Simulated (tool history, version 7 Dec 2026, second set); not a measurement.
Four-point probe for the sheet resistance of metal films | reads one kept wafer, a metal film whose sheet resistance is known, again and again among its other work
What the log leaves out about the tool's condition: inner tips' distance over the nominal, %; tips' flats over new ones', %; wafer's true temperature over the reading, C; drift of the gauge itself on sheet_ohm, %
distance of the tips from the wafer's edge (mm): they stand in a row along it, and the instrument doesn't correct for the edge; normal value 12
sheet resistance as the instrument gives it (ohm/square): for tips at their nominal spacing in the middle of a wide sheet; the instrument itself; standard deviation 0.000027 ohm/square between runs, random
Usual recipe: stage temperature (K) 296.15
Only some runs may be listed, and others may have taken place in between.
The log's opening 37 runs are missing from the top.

| run | day | stage temperature (K) | distance of the tips from the wafer's edge (mm) | touches since the probe head was changed | hours of work since the stage's thermometer was calibrated | sheet resistance as the instrument gives it (ohm/square) |
|---|---|---|---|---|---|---|
| 38 | 62.867 | 296.15 | 44 | 73700 | 828 | 0.132352 |
| 39 | 64.729 | 297.15 | 17 | 75418 | 853 | 0.132618 |
| 40 | 66.042 | 293.15 | 5 | 76629 | 870 | 0.136936 |
| 41 | 67.575 | 292.15 | 30 | 78041 | 891 | 0.132750 |
| 42 | 69.129 | 296.15 | 25 | 79478 | 912 | 0.132467 |
| 43 | 70.546 | 292.15 | 25 | 80781 | 930 | 0.132764 |
| 44 | 71.662 | 304.15 | 66 | 81814 | 945 | 0.131880 |
| 45 | 73.033 | 304.15 | 66 | 83075 | 964 | 0.131882 |

Forecast each of these 4 alternatives for the next run:
| A | 74.096 | 295.15 | 4 | 84058 | 978 | ? |
| B | 74.096 | 291.15 | 13 | 84058 | 978 | ? |
| C | 74.096 | 296.15 | 3 | 84058 | 978 | ? |
| D | 74.096 | 295.15 | 10 | 84058 | 978 | ? |

| run | sheet resistance as the instrument gives it (ohm/square) |
|---|---|
| A | 0.139154 |
| B | 0.133291 |
| C | 0.143849 |
| D | 0.133518 |
Had the tool no hidden state, the same runs would have come out as:
| run | sheet resistance as the instrument gives it (ohm/square) |
|---|---|
| A | 0.139137 |
| B | 0.133274 |
| C | 0.143831 |
| D | 0.133501 |
